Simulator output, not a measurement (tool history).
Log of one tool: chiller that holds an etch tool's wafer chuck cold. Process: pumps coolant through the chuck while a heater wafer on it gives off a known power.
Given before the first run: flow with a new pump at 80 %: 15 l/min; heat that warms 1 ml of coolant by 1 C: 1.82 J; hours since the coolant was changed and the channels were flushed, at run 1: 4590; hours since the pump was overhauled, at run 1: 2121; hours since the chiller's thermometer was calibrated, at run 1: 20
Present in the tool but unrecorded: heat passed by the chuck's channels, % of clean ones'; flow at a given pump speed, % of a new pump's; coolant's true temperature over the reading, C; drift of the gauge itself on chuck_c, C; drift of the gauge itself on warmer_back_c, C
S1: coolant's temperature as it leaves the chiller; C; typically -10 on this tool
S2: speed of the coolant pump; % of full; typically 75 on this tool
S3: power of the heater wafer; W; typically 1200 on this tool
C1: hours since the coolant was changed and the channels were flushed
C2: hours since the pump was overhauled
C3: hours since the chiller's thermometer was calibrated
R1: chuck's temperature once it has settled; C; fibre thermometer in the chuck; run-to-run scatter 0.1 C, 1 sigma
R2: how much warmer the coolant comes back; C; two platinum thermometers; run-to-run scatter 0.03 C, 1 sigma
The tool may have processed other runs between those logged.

run	hour	S1	S2	S3	C1	C2	C3	R1	R2
1	0.0	-10	75	1200	4590	2121	20	0.9	2.80
2	23.4	-10	75	698	4613	2145	43	-3.5	1.65
3	48.4	-10	75	698	4638	2170	68	-3.7	1.57
4	79.5	-10	75	698	4669	2201	99	-3.6	1.63
5	114.1	-10	75	698	4704	2235	134	-3.6	1.57
6	147.6	-10	75	698	4738	2269	167	-3.8	1.55
# hour 186.5: coolant changed, channels flushed
7	190.3	-10	75	698	4	2306	204	-3.7	1.55
8	225.7	-15	75	1200	39	2341	239	-4.0	2.73
9	264.5	-2	75	1200	78	2380	278	9.1	2.68
10	315.9	-2	75	1200	129	2431	329	9.0	2.73
11	368.0	-2	75	1200	181	2483	382	8.8	2.59
12	419.3	-2	75	1200	233	2535	433	8.9	2.62
13	460.0	-2	75	1200	273	2575	474	9.0	2.64
14	489.2	-2	75	1200	303	2605	503	8.9	2.59
15	544.7	-10	75	1200	358	2660	558	0.9	2.56
16	601.1	-10	75	1200	415	2717	615	1.0	2.55

Run 17 is up next; what results do you expect?
17	645.4	-2	70	1200	459	2761	659	?	?

{"run 17": {"R1": 9.3, "R2": 2.69}}
Take away the tool's hidden state, keep the run-to-run variation as it was, and the same run would have given R1 9.3 C, R2 3.01 C.
